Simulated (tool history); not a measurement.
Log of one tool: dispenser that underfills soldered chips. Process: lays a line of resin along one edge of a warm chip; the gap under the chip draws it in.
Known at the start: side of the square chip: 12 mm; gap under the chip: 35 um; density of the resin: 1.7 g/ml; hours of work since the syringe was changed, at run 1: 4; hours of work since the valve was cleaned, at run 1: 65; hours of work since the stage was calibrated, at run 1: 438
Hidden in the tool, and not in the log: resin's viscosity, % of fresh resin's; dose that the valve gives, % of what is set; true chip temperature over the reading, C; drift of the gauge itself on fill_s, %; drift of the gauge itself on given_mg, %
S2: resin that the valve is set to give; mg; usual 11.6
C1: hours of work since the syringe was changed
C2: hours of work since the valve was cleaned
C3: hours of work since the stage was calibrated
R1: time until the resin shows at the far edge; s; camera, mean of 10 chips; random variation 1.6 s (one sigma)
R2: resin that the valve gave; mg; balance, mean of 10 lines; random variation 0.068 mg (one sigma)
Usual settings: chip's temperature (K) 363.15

run 1 hour=0.0 | chip's_temperature_(K)=363.15 S2=11.6 | C1=4 C2=65 C3=438 | R1=179.7 R2=10.92
-- hour=3.2 new syringe of resin
-- hour=11.2 new syringe of resin
run 2 hour=16.6 | chip's_temperature_(K)=363.15 S2=11.6 | C1=4 C2=77 C3=450 | R1=188.2 R2=10.83
-- hour=19.3 new syringe of resin
-- hour=20.3 dispensing valve cleaned and set on the balance
-- hour=28.3 new syringe of resin
run 3 hour=30.1 | chip's_temperature_(K)=363.15 S2=11.6 | C1=1 C2=7 C3=459 | R1=154.5 R2=11.64
-- hour=36.7 new syringe of resin
run 4 hour=42.5 | chip's_temperature_(K)=363.15 S2=11.6 | C1=4 C2=16 C3=468 | R1=203.7 R2=11.47
-- hour=45.6 new syringe of resin
-- hour=54.5 new syringe of resin
run 5 hour=54.7 | chip's_temperature_(K)=363.15 S2=11.6 | C1=0 C2=24 C3=476 | R1=141.4 R2=11.24
-- hour=62.7 new syringe of resin
-- hour=70.7 new syringe of resin
run 6 hour=71.0 | chip's_temperature_(K)=363.15 S2=11.6 | C1=0 C2=36 C3=488 | R1=141.2 R2=11.28
-- hour=78.7 new syringe of resin
-- hour=86.7 new syringe of resin
run 7 hour=88.3 | chip's_temperature_(K)=363.15 S2=11.6 | C1=1 C2=48 C3=500 | R1=152.8 R2=11.08
-- hour=95.4 new syringe of resin
-- hour=103.5 new syringe of resin
run 8 hour=104.0 | chip's_temperature_(K)=363.15 S2=11.6 | C1=0 C2=59 C3=511 | R1=147.3 R2=10.95
run 9 hour=110.8 | chip's_temperature_(K)=363.15 S2=11.6 | C1=5 C2=64 C3=516 | R1=208.1 R2=10.91
-- hour=112.1 new syringe of resin
run 10 hour=118.1 | chip's_temperature_(K)=363.15 S2=11.6 | C1=4 C2=70 C3=521 | R1=191.1 R2=10.64
-- hour=121.1 new syringe of resin
run 11 hour=126.3 | chip's_temperature_(K)=363.15 S2=11.6 | C1=4 C2=75 C3=527 | R1=184.5 R2=10.92
-- hour=129.5 new syringe of resin
-- hour=132.6 dispensing valve cleaned and set on the balance
run 12 hour=136.4 | chip's_temperature_(K)=363.15 S2=11.6 | C1=4 C2=3 C3=534 | R1=183.1 R2=11.68
-- hour=139.0 new syringe of resin
run 13 hour=145.4 | chip's_temperature_(K)=362.15 S2=11.6 | C1=5 C2=9 C3=540 | R1=200.7 R2=11.57
-- hour=148.1 new syringe of resin
-- hour=157.0 new syringe of resin
run 14 hour=160.8 | chip's_temperature_(K)=362.15 S2=11.6 | C1=3 C2=20 C3=551 | R1=168.6 R2=11.59
-- hour=165.7 new syringe of resin
-- hour=174.4 new syringe of resin
run 15 hour=175.1 | chip's_temperature_(K)=377.15 S2=11.4 | C1=0 C2=30 C3=561 | R1=87.6 R2=11.14
-- hour=182.3 new syringe of resin
-- hour=191.4 new syringe of resin
run 16 hour=192.4 | chip's_temperature_(K)=377.15 S2=11.4 | C1=1 C2=42 C3=573 | R1=89.6 R2=11.01
-- hour=199.8 new syringe of resin
run 17 hour=201.6 | chip's_temperature_(K)=363.15 S2=13.7 | C1=1 C2=49 C3=580 | R1=145.7 R2=13.11
-- hour=208.0 new syringe of resin
run 18 hour=213.8 | chip's_temperature_(K)=363.15 S2=11.8 | C1=4 C2=58 C3=589 | R1=187.7 R2=11.34
-- hour=216.6 new syringe of resin
run 19 hour=222.0 | chip's_temperature_(K)=374.15 S2=11.4 | C1=4 C2=64 C3=595 | R1=122.6 R2=10.80
-- hour=224.9 new syringe of resin
run 20 hour=230.4 | chip's_temperature_(K)=371.15 S2=10.3 | C1=4 C2=70 C3=601 | R1=145.3 R2=9.70
-- hour=233.0 new syringe of resin
-- hour=241.3 new syringe of resin
-- hour=244.1 dispensing valve cleaned and set on the balance
run 21 hour=247.2 | chip's_temperature_(K)=371.15 S2=10.3 | C1=4 C2=2 C3=612 | R1=137.2 R2=10.19
-- hour=251.0 new syringe of resin
run 22 hour=256.0 | chip's_temperature_(K)=371.15 S2=10.3 | C1=4 C2=9 C3=618 | R1=134.3 R2=10.26
-- hour=260.0 new syringe of resin
-- hour=268.1 new syringe of resin
run 23 hour=272.7 | chip's_temperature_(K)=374.15 S2=10.5 | C1=3 C2=20 C3=630 | R1=120.2 R2=10.22
-- hour=277.1 new syringe of resin
run 24 hour=284.2 | chip's_temperature_(K)=357.15 S2=14.7 | C1=5 C2=29 C3=638 | R1=229.9 R2=14.26
-- hour=285.3 new syringe of resin
run 25 hour=291.5 | chip's_temperature_(K)=351.15 S2=12.8 | C1=5 C2=34 C3=643 | R1=286.3 R2=12.39
-- hour=294.1 new syringe of resin
-- hour=302.4 new syringe of resin
run 26 hour=307.0 | chip's_temperature_(K)=375.15 S2=14.5 | C1=3 C2=45 C3=654 | R1=107.9 R2=13.87
-- hour=310.4 new syringe of resin
run 27 hour=314.3 | chip's_temperature_(K)=356.15 S2=11.4 | C1=3 C2=50 C3=659 | R1=213.9 R2=10.88

3 ways to go on from here, each from the tool as it stands after run 27. What would each give?
-- hour=318.5 new syringe of resin
-- hour=326.8 new syringe of resin
run A hour=329.2 | chip's_temperature_(K)=370.15 S2=11.8 | C1=2 C2=60 C3=670 | R1=? R2=?
-- hour=318.5 new syringe of resin
-- hour=326.8 new syringe of resin
run B hour=329.2 | chip's_temperature_(K)=355.15 S2=11.7 | C1=2 C2=60 C3=670 | R1=? R2=?
-- hour=318.5 new syringe of resin
-- hour=326.8 new syringe of resin
run C hour=329.2 | chip's_temperature_(K)=363.15 S2=14.8 | C1=2 C2=60 C3=670 | R1=? R2=?

run=A R1=116.3 R2=11.20
run=B R1=202.6 R2=10.98
run=C R1=144.4 R2=13.91
Without the tool's hidden state the same runs would have given:
run=A R1=122.0 R2=11.87
run=B R1=215.8 R2=11.64
run=C R1=154.0 R2=14.74
